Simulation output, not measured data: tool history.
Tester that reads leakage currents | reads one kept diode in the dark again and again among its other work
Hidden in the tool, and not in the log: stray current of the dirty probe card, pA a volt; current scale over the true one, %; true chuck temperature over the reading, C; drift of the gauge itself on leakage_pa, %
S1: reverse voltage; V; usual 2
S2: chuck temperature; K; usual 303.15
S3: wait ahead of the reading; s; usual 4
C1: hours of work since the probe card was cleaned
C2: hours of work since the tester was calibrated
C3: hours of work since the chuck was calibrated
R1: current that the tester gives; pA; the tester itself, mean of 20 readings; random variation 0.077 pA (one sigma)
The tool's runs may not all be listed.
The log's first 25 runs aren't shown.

{"run": 26, "hour": 598.8, "S1": 6, "S2": 303.15, "S3": 4, "C1": 1516, "C2": 548, "C3": 476, "R1": 40.29}
{"run": 27, "hour": 612.5, "S1": 3.92, "S2": 303.15, "S3": 0.38, "C1": 1522, "C2": 554, "C3": 482, "R1": 32.64}
{"run": 28, "hour": 633.1, "S1": 2, "S2": 329.15, "S3": 0.35, "C1": 1531, "C2": 563, "C3": 491, "R1": 185.96}
{"run": 29, "hour": 646.7, "S1": 2, "S2": 329.15, "S3": 0.35, "C1": 1537, "C2": 569, "C3": 497, "R1": 185.64}
{"run": 30, "hour": 678.4, "S1": 3.41, "S2": 298.15, "S3": 3.38, "C1": 1551, "C2": 583, "C3": 512, "R1": 19.14}
{"run": 31, "hour": 700.9, "S1": 10.4, "S2": 298.15, "S3": 3.38, "C1": 1561, "C2": 593, "C3": 522, "R1": 36.69}
{"run": 32, "hour": 717.6, "S1": 10.4, "S2": 298.15, "S3": 3.38, "C1": 1568, "C2": 601, "C3": 529, "R1": 37.06}
{"run": 33, "hour": 749.5, "S1": 2, "S2": 298.15, "S3": 4, "C1": 1583, "C2": 615, "C3": 543, "R1": 14.16}
{"run": 34, "hour": 779.4, "S1": 2, "S2": 298.15, "S3": 7.9, "C1": 1596, "C2": 628, "C3": 557, "R1": 14.17}
{"run": 35, "hour": 799.5, "S1": 1, "S2": 298.15, "S3": 0.62, "C1": 1605, "C2": 637, "C3": 566, "R1": 9.8}
{"run": 36, "hour": 825.5, "S1": 1, "S2": 298.15, "S3": 0.69, "C1": 1617, "C2": 649, "C3": 577, "R1": 9.77}
{"run": 37, "hour": 854.8, "S1": 1, "S2": 298.15, "S3": 0.69, "C1": 1630, "C2": 662, "C3": 590, "R1": 9.74}
{"run": 38, "hour": 885.5, "S1": 6.24, "S2": 303.15, "S3": 3.51, "C1": 1643, "C2": 676, "C3": 604, "R1": 42.14}
{"run": 39, "hour": 904.7, "S1": 4.25, "S2": 302.15, "S3": 1.36, "C1": 1652, "C2": 684, "C3": 612, "R1": 31.26}
{"hour": 908.5, "done": "chuck's temperature calibrated"}
{"run": 40, "hour": 922.4, "S1": 4.44, "S2": 325.15, "S3": 4, "C1": 1659, "C2": 691, "C3": 6, "R1": 196.38}

3 ways to go on from here, each from the tool as it stands after run 40. What would each give?
{"run": "A", "hour": 938.0, "S1": 3.15, "S2": 297.15, "S3": 4, "C1": 1666, "C2": 698, "C3": 13, "R1": "?"}
{"run": "B", "hour": 938.0, "S1": 4.44, "S2": 299.15, "S3": 1.07, "C1": 1666, "C2": 698, "C3": 13, "R1": "?"}
{"run": "C", "hour": 938.0, "S1": 4.44, "S2": 323.15, "S3": 4, "C1": 1666, "C2": 698, "C3": 13, "R1": "?"}

run=A R1=15.58
run=B R1=22.77
run=C R1=167.18
Without the tool's hidden state the same runs would have given:
run=A R1=14.49
run=B R1=21.25
run=C R1=167.24
